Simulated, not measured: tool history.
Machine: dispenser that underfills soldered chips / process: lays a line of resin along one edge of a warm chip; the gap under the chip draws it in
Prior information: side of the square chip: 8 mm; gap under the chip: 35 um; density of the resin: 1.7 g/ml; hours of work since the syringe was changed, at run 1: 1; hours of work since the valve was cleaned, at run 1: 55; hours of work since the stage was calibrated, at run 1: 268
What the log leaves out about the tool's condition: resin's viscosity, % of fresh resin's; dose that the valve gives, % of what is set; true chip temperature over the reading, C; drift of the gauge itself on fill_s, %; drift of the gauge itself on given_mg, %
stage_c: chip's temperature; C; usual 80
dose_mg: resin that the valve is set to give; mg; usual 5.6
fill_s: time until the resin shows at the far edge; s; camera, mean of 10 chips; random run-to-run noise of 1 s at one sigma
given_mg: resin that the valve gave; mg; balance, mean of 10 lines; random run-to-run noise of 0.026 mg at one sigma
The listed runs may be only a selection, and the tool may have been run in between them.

run   hour  stage_c  dose_mg  hours of work since the syringe was changed  hours of work since the valve was cleaned  hours of work since the stage was calibrated  fill_s  given_mg
  1      0       80      5.6                                            1                                         55                                           268   104.6      5.49
  2    5.5       80      5.6                                            5                                         59                                           272   142.1      5.42
       7.2  -- dispensing valve cleaned and set on the balance
      13.5  -- new syringe of resin
  3   15.3       80      5.6                                            1                                          6                                           278   113.8      5.63
  4   24.5       80      5.6                                            8                                         13                                           285   188.4      5.54
      26.9  -- new syringe of resin
  5   32.3       80      5.6                                            4                                         18                                           290   136.6      5.57
      40.2  -- new syringe of resin
  6   40.2       80      5.6                                            0                                         24                                           296   101.9      5.54
  7   48.7       80      5.6                                            6                                         30                                           302   165.3      5.54
      53.4  -- new syringe of resin
  8   54.4       80     6.95                                            1                                         34                                           306   105.4      6.83
  9   61.4       80     5.76                                            6                                         40                                           312   158.4      5.61
      66.8  -- new syringe of resin
 10   69.2       80      5.6                                            2                                         45                                           317   115.6      5.46
 11   77.7       80      5.6                                            8                                         51                                           324   186.7      5.45
      80.1  -- new syringe of resin
 12   85.8       80      5.6                                            4                                         57                                           329   141.1      5.41
      90.4  -- dispensing valve cleaned and set on the balance
 13   93.2       80     6.08                                            9                                          2                                           334   196.4      6.08
      94.2  -- new syringe of resin
 14  103.2       80     6.08                                            7                                          9                                           341   164.3      6.14
     107.7  -- new syringe of resin
 15  109.8       80     6.08                                            2                                         14                                           346   111.9      6.08
 16  117.4       80     6.08                                            7                                         20                                           352   173.3      6.07
     121.4  -- new syringe of resin
 17  123.9       80      5.6                                            2                                         24                                           356   117.2      5.54
     134.6  -- new syringe of resin
 18  134.6       80     6.41                                            0                                         32                                           364   101.4      6.34
 19    142       80        6                                            6                                         38                                           370   153.3      5.92
     148.2  -- new syringe of resin
 20  150.1       80        6                                            1                                         43                                           375   112.1       5.9
 21  159.1       74     4.81                                            8                                         50                                           382   264.2      4.72
     161.6  -- new syringe of resin
 22  163.8       79     4.85                                            2                                         53                                           385   125.2      4.76
 23  169.2       87      5.5                                            6                                         57                                           389   112.4      5.39
     173.8  -- dispensing valve cleaned and set on the balance
       176  -- new syringe of resin
 24  180.1       85      5.6                                            3                                          4                                           397   102.7      5.59
 25    186       83     5.54                                            7                                          9                                           401   155.9      5.52
     189.3  -- new syringe of resin
 26    194       94     6.55                                            4                                         15                                           407    68.9      6.48
     202.4  -- new syringe of resin
 27  204.1       80     6.66                                            1                                         22                                           414   110.6      6.57
 28    210       94     6.66                                            6                                         26                                           418    80.1      6.61
     215.5  -- new syringe of resin
 29  215.5       73     5.07                                            0                                         30                                           422   150.6      4.99
 30  222.9       94     7.06                                            6                                         36                                           428    81.2      6.91
     228.6  -- new syringe of resin
 31  230.3       80     4.89                                            1                                         41                                           433   117.7      4.74
 32  236.1       86     5.92                                            6                                         45                                           437   117.6      5.79
     242.4  -- new syringe of resin
 33  244.4       86     5.92                                            2                                         51                                           443    88.5      5.81
 34  251.4       79      5.6                                            7                                         56                                           449   184.8      5.42

Had the tool no unlogged condition, and each run kept its random variation, what would the results have been?
run  fill_s  given_mg
  1      97      5.62
  2    96.5      5.56
  3    98.5      5.65
  4    96.4      5.58
  5      97      5.62
  6    97.2       5.6
  7    97.2      5.62
  8    95.7      6.95
  9    96.3      5.72
 10    97.2      5.58
 11    96.5      5.59
 12    96.9      5.56
 13    94.7      6.07
 14    94.2      6.15
 15      95       6.1
 16    95.5      6.11
 17    96.3      5.59
 18      95      6.42
 19    94.4      6.01
 20    94.8      6.01
 21     134      4.82
 22   103.7      4.87
 23    68.9      5.53
 24    77.1       5.6
 25    83.7      5.54
 26    49.4      6.52
 27    95.2      6.64
 28    49.5      6.69
 29   137.9      5.06
 30    49.2      7.02
 31    98.6      4.84
 32    71.6      5.91
 33    72.5      5.95
 34   101.5      5.57

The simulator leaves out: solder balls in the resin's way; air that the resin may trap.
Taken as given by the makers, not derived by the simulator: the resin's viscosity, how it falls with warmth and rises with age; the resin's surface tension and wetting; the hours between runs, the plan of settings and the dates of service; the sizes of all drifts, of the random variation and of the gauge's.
